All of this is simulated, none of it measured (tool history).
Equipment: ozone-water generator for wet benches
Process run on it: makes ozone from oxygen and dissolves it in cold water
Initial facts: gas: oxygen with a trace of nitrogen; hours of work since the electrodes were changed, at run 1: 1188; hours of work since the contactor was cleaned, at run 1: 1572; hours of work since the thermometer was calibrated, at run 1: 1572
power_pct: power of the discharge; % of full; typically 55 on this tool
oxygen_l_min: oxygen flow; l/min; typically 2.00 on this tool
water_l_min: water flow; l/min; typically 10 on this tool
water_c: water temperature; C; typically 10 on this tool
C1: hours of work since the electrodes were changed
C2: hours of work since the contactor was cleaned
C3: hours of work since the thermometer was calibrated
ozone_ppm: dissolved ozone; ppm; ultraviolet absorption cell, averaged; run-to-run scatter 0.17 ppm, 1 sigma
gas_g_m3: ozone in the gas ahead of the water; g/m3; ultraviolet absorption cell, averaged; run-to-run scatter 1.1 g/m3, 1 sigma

{"run": 1, "hour": 0.0, "power_pct": 55, "oxygen_l_min": 2.0, "water_l_min": 10, "water_c": 10, "C1": 1188, "C2": 1572, "C3": 1572, "ozone_ppm": 22.3, "gas_g_m3": 199.3}
{"run": 2, "hour": 88.6, "power_pct": 55, "oxygen_l_min": 2.0, "water_l_min": 10, "water_c": 10, "C1": 1246, "C2": 1630, "C3": 1630, "ozone_ppm": 22.1, "gas_g_m3": 201.1}
{"run": 3, "hour": 260.9, "power_pct": 55, "oxygen_l_min": 2.0, "water_l_min": 10, "water_c": 10, "C1": 1359, "C2": 1742, "C3": 1742, "ozone_ppm": 21.8, "gas_g_m3": 198.5}
{"run": 4, "hour": 358.7, "power_pct": 55, "oxygen_l_min": 2.0, "water_l_min": 10, "water_c": 16, "C1": 1423, "C2": 1806, "C3": 1806, "ozone_ppm": 20.4, "gas_g_m3": 201.9}
{"run": 5, "hour": 517.0, "power_pct": 98, "oxygen_l_min": 2.0, "water_l_min": 10, "water_c": 16, "C1": 1527, "C2": 1910, "C3": 1910, "ozone_ppm": 27.5, "gas_g_m3": 266.8}
{"run": 6, "hour": 633.7, "power_pct": 55, "oxygen_l_min": 3.0, "water_l_min": 10, "water_c": 10, "C1": 1603, "C2": 1986, "C3": 1986, "ozone_ppm": 23.4, "gas_g_m3": 165.8}
{"run": 7, "hour": 757.4, "power_pct": 55, "oxygen_l_min": 3.0, "water_l_min": 10, "water_c": 10, "C1": 1684, "C2": 2067, "C3": 2067, "ozone_ppm": 23.1, "gas_g_m3": 166.7}
{"run": 8, "hour": 957.7, "power_pct": 55, "oxygen_l_min": 3.0, "water_l_min": 10, "water_c": 10, "C1": 1815, "C2": 2198, "C3": 2198, "ozone_ppm": 23.0, "gas_g_m3": 163.2}
{"run": 9, "hour": 1078.4, "power_pct": 55, "oxygen_l_min": 2.0, "water_l_min": 10, "water_c": 10, "C1": 1894, "C2": 2277, "C3": 2277, "ozone_ppm": 21.3, "gas_g_m3": 197.9}
{"run": 10, "hour": 1185.1, "power_pct": 55, "oxygen_l_min": 2.0, "water_l_min": 10, "water_c": 10, "C1": 1963, "C2": 2347, "C3": 2347, "ozone_ppm": 21.6, "gas_g_m3": 197.4}
{"hour": 1226.4, "done": "contactor cleaned"}
{"run": 11, "hour": 1321.0, "power_pct": 76, "oxygen_l_min": 2.0, "water_l_min": 10, "water_c": 10, "C1": 2050, "C2": 62, "C3": 2433, "ozone_ppm": 25.7, "gas_g_m3": 232.8}
{"hour": 1332.8, "done": "water thermometer calibrated"}
{"run": 12, "hour": 1431.8, "power_pct": 76, "oxygen_l_min": 1.6, "water_l_min": 10, "water_c": 10, "C1": 2122, "C2": 134, "C3": 65, "ozone_ppm": 24.6, "gas_g_m3": 257.5}
{"run": 13, "hour": 1628.3, "power_pct": 55, "oxygen_l_min": 2.0, "water_l_min": 10, "water_c": 10, "C1": 2250, "C2": 262, "C3": 193, "ozone_ppm": 21.7, "gas_g_m3": 197.7}
{"run": 14, "hour": 1728.0, "power_pct": 55, "oxygen_l_min": 2.0, "water_l_min": 10, "water_c": 10, "C1": 2315, "C2": 328, "C3": 258, "ozone_ppm": 22.0, "gas_g_m3": 196.9}
{"run": 15, "hour": 1914.6, "power_pct": 55, "oxygen_l_min": 2.0, "water_l_min": 10, "water_c": 7, "C1": 2437, "C2": 450, "C3": 380, "ozone_ppm": 22.8, "gas_g_m3": 196.3}
{"run": 16, "hour": 2036.6, "power_pct": 55, "oxygen_l_min": 2.0, "water_l_min": 10, "water_c": 7, "C1": 2517, "C2": 529, "C3": 460, "ozone_ppm": 22.3, "gas_g_m3": 195.1}
{"run": 17, "hour": 2138.3, "power_pct": 55, "oxygen_l_min": 2.0, "water_l_min": 10, "water_c": 10, "C1": 2584, "C2": 596, "C3": 527, "ozone_ppm": 21.5, "gas_g_m3": 197.4}
{"run": 18, "hour": 2300.2, "power_pct": 55, "oxygen_l_min": 1.02, "water_l_min": 14, "water_c": 10, "C1": 2689, "C2": 702, "C3": 632, "ozone_ppm": 12.8, "gas_g_m3": 267.1}
{"run": 19, "hour": 2389.9, "power_pct": 76, "oxygen_l_min": 1.67, "water_l_min": 10, "water_c": 8, "C1": 2748, "C2": 760, "C3": 691, "ozone_ppm": 24.8, "gas_g_m3": 247.1}
{"hour": 2524.9, "done": "water thermometer calibrated, once more"}
{"run": 20, "hour": 2546.4, "power_pct": 55, "oxygen_l_min": 2.34, "water_l_min": 10, "water_c": 18, "C1": 2850, "C2": 862, "C3": 14, "ozone_ppm": 20.4, "gas_g_m3": 179.7}
{"run": 21, "hour": 2672.7, "power_pct": 55, "oxygen_l_min": 2.34, "water_l_min": 10, "water_c": 18, "C1": 2933, "C2": 945, "C3": 97, "ozone_ppm": 20.1, "gas_g_m3": 182.5}
{"run": 22, "hour": 2781.9, "power_pct": 98, "oxygen_l_min": 1.34, "water_l_min": 11, "water_c": 7, "C1": 3004, "C2": 1016, "C3": 168, "ozone_ppm": 23.9, "gas_g_m3": 307.8}
{"run": 23, "hour": 2954.2, "power_pct": 79, "oxygen_l_min": 2.54, "water_l_min": 14, "water_c": 12, "C1": 3117, "C2": 1129, "C3": 281, "ozone_ppm": 19.3, "gas_g_m3": 206.8}
{"run": 24, "hour": 3133.9, "power_pct": 55, "oxygen_l_min": 2.0, "water_l_min": 10, "water_c": 5, "C1": 3234, "C2": 1246, "C3": 398, "ozone_ppm": 22.4, "gas_g_m3": 192.5}
{"run": 25, "hour": 3303.7, "power_pct": 84, "oxygen_l_min": 3.58, "water_l_min": 15, "water_c": 8, "C1": 3345, "C2": 1358, "C3": 509, "ozone_ppm": 21.0, "gas_g_m3": 182.6}
{"run": 26, "hour": 3433.9, "power_pct": 44, "oxygen_l_min": 3.01, "water_l_min": 7, "water_c": 8, "C1": 3430, "C2": 1443, "C3": 594, "ozone_ppm": 26.8, "gas_g_m3": 143.9}
{"run": 27, "hour": 3601.0, "power_pct": 55, "oxygen_l_min": 2.0, "water_l_min": 10, "water_c": 13, "C1": 3540, "C2": 1552, "C3": 704, "ozone_ppm": 20.5, "gas_g_m3": 193.5}
{"run": 28, "hour": 3745.2, "power_pct": 55, "oxygen_l_min": 2.0, "water_l_min": 10, "water_c": 13, "C1": 3634, "C2": 1646, "C3": 798, "ozone_ppm": 20.4, "gas_g_m3": 191.8}
{"run": 29, "hour": 3872.4, "power_pct": 55, "oxygen_l_min": 2.1, "water_l_min": 7, "water_c": 10, "C1": 3717, "C2": 1729, "C3": 881, "ozone_ppm": 28.1, "gas_g_m3": 188.5}
{"run": 30, "hour": 3969.7, "power_pct": 55, "oxygen_l_min": 2.0, "water_l_min": 10, "water_c": 9, "C1": 3781, "C2": 1793, "C3": 945, "ozone_ppm": 21.3, "gas_g_m3": 190.8}
{"run": 31, "hour": 4078.4, "power_pct": 53, "oxygen_l_min": 2.0, "water_l_min": 10, "water_c": 9, "C1": 3852, "C2": 1864, "C3": 1016, "ozone_ppm": 20.7, "gas_g_m3": 186.6}

What does the tool deliver on the next run?
{"run": 32, "hour": 4217.5, "power_pct": 53, "oxygen_l_min": 2.0, "water_l_min": 10, "water_c": 9, "C1": 3943, "C2": 1955, "C3": 1107, "ozone_ppm": "?", "gas_g_m3": "?"}

ozone_ppm: 20.7 ppm
gas_g_m3: 186.0 g/m3
With the hidden condition absent and the run-to-run variation left alone, this run would have shown ozone_ppm 22.9 ppm, gas_g_m3 200.0 g/m3.
